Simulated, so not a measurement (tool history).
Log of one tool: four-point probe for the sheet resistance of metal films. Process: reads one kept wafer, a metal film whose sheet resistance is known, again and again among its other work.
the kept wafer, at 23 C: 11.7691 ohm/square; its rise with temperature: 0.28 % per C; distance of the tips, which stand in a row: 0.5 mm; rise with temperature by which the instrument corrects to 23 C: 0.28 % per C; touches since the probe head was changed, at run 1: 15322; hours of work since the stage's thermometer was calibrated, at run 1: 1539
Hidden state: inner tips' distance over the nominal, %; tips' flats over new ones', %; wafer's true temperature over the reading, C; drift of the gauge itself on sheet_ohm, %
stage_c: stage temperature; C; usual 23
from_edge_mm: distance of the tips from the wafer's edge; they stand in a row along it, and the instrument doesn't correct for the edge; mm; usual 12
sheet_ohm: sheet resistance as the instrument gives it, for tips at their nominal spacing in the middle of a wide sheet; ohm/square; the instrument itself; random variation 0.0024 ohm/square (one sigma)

run      day  stage_c  from_edge_mm  touches since the probe head was changed  hours of work since the stage's thermometer was calibrated  sheet_ohm
  1        0       23            12                                     15322                                                        1539  11.755749
  2    2.158       23            12                                     17264                                                        1565   11.75933
  3    3.925       23            12                                     18852                                                        1587  11.762668
  4    6.946       25            12                                     21567                                                        1624  11.768834
  5   10.817       23            13                                     25051                                                        1671  11.775337
  6   12.921       23            12                                     26942                                                        1697  11.779448
  7   16.721       23            12                                     30358                                                        1743   11.78106
  8   19.275       23             8                                     32657                                                        1775  11.803327
  9   22.604       23             8                                     35651                                                        1815  11.811065
 10   26.246       23             8                                     38927                                                        1860  11.816226
      28.083  -- stage's thermometer calibrated
 11   30.071       23             8                                     42347                                                          24  11.816634
 12   33.733       23            16                                     45640                                                          69   11.80608
 13   35.975       23            12                                     47656                                                          97  11.818848
 14   38.533       30            12                                     49958                                                         128  11.811383
 15   41.621       32            12                                     52734                                                         166   11.82068
 16   44.138       32            12                                     54999                                                         196  11.828264
      44.746  -- stage's thermometer calibrated, once more
 17   45.746       32            12                                     56428                                                          12  11.849327
 18   48.638       32            12                                     59025                                                          48  11.853772
 19   50.838       32            12                                     61004                                                          74  11.860911
 20   54.242       23            12                                     64069                                                         116  11.865298
 21   56.738       30            14                                     66310                                                         147  11.867896
 22   59.225       33            12                                     68551                                                         177  11.869514
 23   62.575       25             7                                     71561                                                         218  11.901527
 24   64.229       35            12                                     73050                                                         238  11.877073
 25   67.938       19             6                                     76386                                                         284  11.924384
      69.442  -- new probe head fitted
 26   70.938       25            68                                      1344                                                         320  11.753955
 27   73.558       33            38                                      3699                                                         352  11.756703
 28   76.571       33            38                                      6410                                                         389   11.76223
 29   80.217       33            38                                      9689                                                         433   11.76781
 30   82.625       33            38                                     11854                                                         463  11.772452
 31   86.121       33            38                                     14998                                                         506  11.776972
 32       88       33            38                                     16688                                                         529  11.782605
 33   91.475       33            38                                     19814                                                         571  11.787999
 34   94.338       25            12                                     22390                                                         606  11.809059
 35   97.254       25            12                                     25013                                                         642  11.811554
 36   99.208       25            12                                     26770                                                         666  11.815572
 37  100.983       30            12                                     28365                                                         688  11.810583
 38  102.983       30            12                                     30165                                                         712   11.81634
 39  105.867       30            12                                     32757                                                         747  11.822199

4 ways to go on from here, each from the tool as it stands after run 39. What would each give?
  A  107.971       26            38                                     34651                                                         773          ?
  B  107.971       20             6                                     34651                                                         773          ?
  C  107.971       27            66                                     34651                                                         773          ?
  D  107.971       24            26                                     34651                                                         773          ?

run  sheet_ohm
  A   11.81818
  B  11.859697
  C  11.815581
  D  11.820341
Without the tool's hidden state the same runs would have given:
run  sheet_ohm
  A    11.7704
  B  11.811881
  C  11.767792
  D  11.772591
